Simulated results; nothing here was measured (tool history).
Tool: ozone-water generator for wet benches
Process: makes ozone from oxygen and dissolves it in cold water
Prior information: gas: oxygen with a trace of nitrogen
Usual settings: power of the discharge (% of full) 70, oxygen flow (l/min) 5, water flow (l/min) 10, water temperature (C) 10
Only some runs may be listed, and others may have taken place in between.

run	day	power of the discharge (% of full)	oxygen flow (l/min)	water flow (l/min)	water temperature (C)	dissolved ozone (ppm)	ozone in the gas ahead of the water (g/m3)
1	0	70	5	10	10	33.8	223.4
2	0.817	70	5	10	10	33.6	221
3	2.162	70	5	10	10	34.4	223.5
4	3.688	70	5	10	10	33.8	220.9
5	4.717	70	5	10	10	33.6	223.6
6	5.988	70	5	10	10	33.9	223
7	7.154	70	5	10	10	33.6	221.3
8	8.279	70	5	11	10	31.7	223.2
9	10.167	70	5	11	10	31.4	222.4
10	12.138	70	5	9	10	36.2	220.6
11	13.754	70	5	10	10	33.6	221.1
12	15.588	70	5	10	10	33.4	220.9
13	17.058	70	5	10	10	33.5	219.6
14	18.45	70	5	10	10	33.7	218.9
15	19.696	70	5	10	10	33.9	219.8
16	21.538	83	5	10	10	39.4	257.2
17	22.483	83	5	10	10	39.1	259
18	23.338	83	5	10	10	39.3	257.5
19	25.021	95	7.71	13	8	38.7	240
20	26.125	95	7.71	13	8	38.4	239
21	28.021	86	6.53	7	18	40	235.9
22	28.862	97	6.53	8	18	42.1	263.6
23	29.883	97	6.53	8	18	42	264.1
24	31.138	60	5	10	10	29	191.7
25	32.283	46	3.38	10	7	23.1	176.9
26	33.233	46	3.38	10	7	23.3	177.6
27	34.221	99	5	12	6	42.9	302.1
28	35.6	70	6.15	12	10	29.8	201
29	37.067	60	5.74	12	16	22.9	179.9

4 ways to go on from here, each from the tool as it stands after run 29. What would each give?
A	39.088	99	5.74	12	16	?	?
B	39.088	70	2.64	10	10	?	?
C	39.088	70	5	10	10	?	?
D	39.088	51	5.74	8	14	?	?

run	dissolved ozone (ppm)	ozone in the gas ahead of the water (g/m3)
A	36.1	284.1
B	31.8	293.3
C	33.4	218.6
D	26.1	155.2
What these runs would have given with no unlogged condition in the tool:
run	dissolved ozone (ppm)	ozone in the gas ahead of the water (g/m3)
A	40	291
B	35	298.7
C	36.6	222.6
D	28.4	157.2
